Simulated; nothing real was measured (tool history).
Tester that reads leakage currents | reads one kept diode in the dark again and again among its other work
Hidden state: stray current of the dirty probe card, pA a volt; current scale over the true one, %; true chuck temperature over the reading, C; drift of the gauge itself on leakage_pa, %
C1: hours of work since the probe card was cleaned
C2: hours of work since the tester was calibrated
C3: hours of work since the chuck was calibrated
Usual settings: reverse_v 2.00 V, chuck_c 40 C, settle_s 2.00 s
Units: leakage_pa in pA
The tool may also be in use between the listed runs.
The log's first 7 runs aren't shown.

Run 8, hour 1313.2: usual settings but chuck_c 43 C, settle_s 1.22 s; C1 1123; C2 1533; C3 425. Result: leakage_pa 176.83 pA.
At hour 1506.0: chuck's temperature calibrated.
Run 9, hour 1508.9: usual settings but chuck_c 43 C, settle_s 1.22 s; C1 1255; C2 1665; C3 2. Result: leakage_pa 192.34 pA.
Run 10, hour 1632.0: usual settings but chuck_c 43 C, settle_s 1.22 s; C1 1339; C2 1749; C3 86. Result: leakage_pa 190.26 pA.
Run 11, hour 1826.6: usual settings but settle_s 4.10 s; C1 1472; C2 1882; C3 219. Result: leakage_pa 152.97 pA.
Run 12, hour 2005.9: usual settings but settle_s 4.10 s; C1 1594; C2 2004; C3 341. Result: leakage_pa 150.32 pA.
Run 13, hour 2228.3: usual settings; C1 1746; C2 2156; C3 493. Result: leakage_pa 147.11 pA.
At hour 2326.9: chuck's temperature calibrated.
Run 14, hour 2400.5: usual settings; C1 1862; C2 2272; C3 50. Result: leakage_pa 158.90 pA.
Run 15, hour 2514.0: usual settings; C1 1940; C2 2350; C3 128. Result: leakage_pa 157.27 pA.
Run 16, hour 2760.2: usual settings but settle_s 2.13 s; C1 2108; C2 2518; C3 296. Result: leakage_pa 153.06 pA.
At hour 2848.1: probe card cleaned and baked.
Run 17, hour 2959.8: usual settings but chuck_c 32 C, settle_s 1.61 s; C1 76; C2 2652; C3 430. Result: leakage_pa 85.44 pA.
At hour 2981.2: tester calibrated.
Run 18, hour 3110.2: usual settings but reverse_v 6.24 V, chuck_c 28 C, settle_s 1.20 s; C1 177; C2 88; C3 531. Result: leakage_pa 121.28 pA.
At hour 3145.3: chuck's temperature calibrated.
Run 19, hour 3304.1: usual settings but chuck_c 26 C; C1 308; C2 219; C3 108. Result: leakage_pa 58.96 pA.
Run 20, hour 3531.1: usual settings but chuck_c 26 C; C1 463; C2 374; C3 263. Result: leakage_pa 57.80 pA.
Run 21, hour 3695.2: usual settings but reverse_v 3.78 V, settle_s 0.33 s; C1 575; C2 486; C3 375. Result: leakage_pa 216.12 pA.
Run 22, hour 3799.7: usual settings but reverse_v 3.78 V, settle_s 0.33 s; C1 647; C2 557; C3 447. Result: leakage_pa 213.40 pA.
At hour 3955.3: tester calibrated, once more.
At hour 3957.3: chuck's temperature calibrated.
Run 23, hour 3976.7: usual settings but chuck_c 33 C, settle_s 0.69 s; C1 765; C2 13; C3 13. Result: leakage_pa 96.77 pA.
Run 24, hour 4142.0: usual settings but chuck_c 33 C, settle_s 0.75 s; C1 877; C2 126; C3 126. Result: leakage_pa 94.99 pA.
Run 25, hour 4287.5: usual settings but chuck_c 39 C, settle_s 0.75 s; C1 977; C2 225; C3 225. Result: leakage_pa 139.79 pA.
Run 26, hour 4481.7: usual settings but reverse_v 2.51 V, chuck_c 44 C; C1 1109; C2 358; C3 358. Result: leakage_pa 215.27 pA.
Run 27, hour 4617.7: usual settings but settle_s 1.50 s; C1 1202; C2 451; C3 451. Result: leakage_pa 143.94 pA.
At hour 4780.6: chuck's temperature calibrated.
Run 28, hour 4802.4: usual settings but reverse_v 2.55 V, settle_s 1.50 s; C1 1326; C2 575; C3 15. Result: leakage_pa 181.19 pA.
Run 29, hour 4954.8: usual settings but reverse_v 15.89 V, chuck_c 21 C, settle_s 1.60 s; C1 1430; C2 679; C3 119. Result: leakage_pa 143.99 pA.
Run 30, hour 5127.8: usual settings but reverse_v 5.65 V, chuck_c 56 C, settle_s 0.96 s; C1 1549; C2 797; C3 237. Result: leakage_pa 751.80 pA.
Run 31, hour 5289.5: usual settings but reverse_v 15.15 V, chuck_c 47 C, settle_s 2.18 s; C1 1659; C2 908; C3 347. Result: leakage_pa 747.69 pA.

5 ways to go on from here, each from the tool as it stands after run 31. What would each give?
Run A, hour 5407.0: usual settings but reverse_v 6.52 V, chuck_c 26 C; C1 1739; C2 988; C3 427. Result: leakage_pa ?.
Run B, hour 5407.0: usual settings but reverse_v 1.07 V, chuck_c 47 C, settle_s 1.64 s; C1 1739; C2 988; C3 427. Result: leakage_pa ?.
Run C, hour 5407.0: usual settings but reverse_v 10.72 V, chuck_c 30 C, settle_s 2.08 s; C1 1739; C2 988; C3 427. Result: leakage_pa ?.
Run D, hour 5407.0: usual settings but reverse_v 16.60 V, chuck_c 58 C, settle_s 1.09 s; C1 1739; C2 988; C3 427. Result: leakage_pa ?.
Run E, hour 5407.0: usual settings but reverse_v 1.52 V, chuck_c 50 C, settle_s 9.18 s; C1 1739; C2 988; C3 427. Result: leakage_pa ?.

run  leakage_pa
  A      114.49
  B      162.46
  C      202.44
  D     1522.65
  E      241.18
Without the tool's hidden state the same runs would have given:
run  leakage_pa
  A      114.31
  B      170.51
  C      202.64
  D     1583.83
  E      252.91
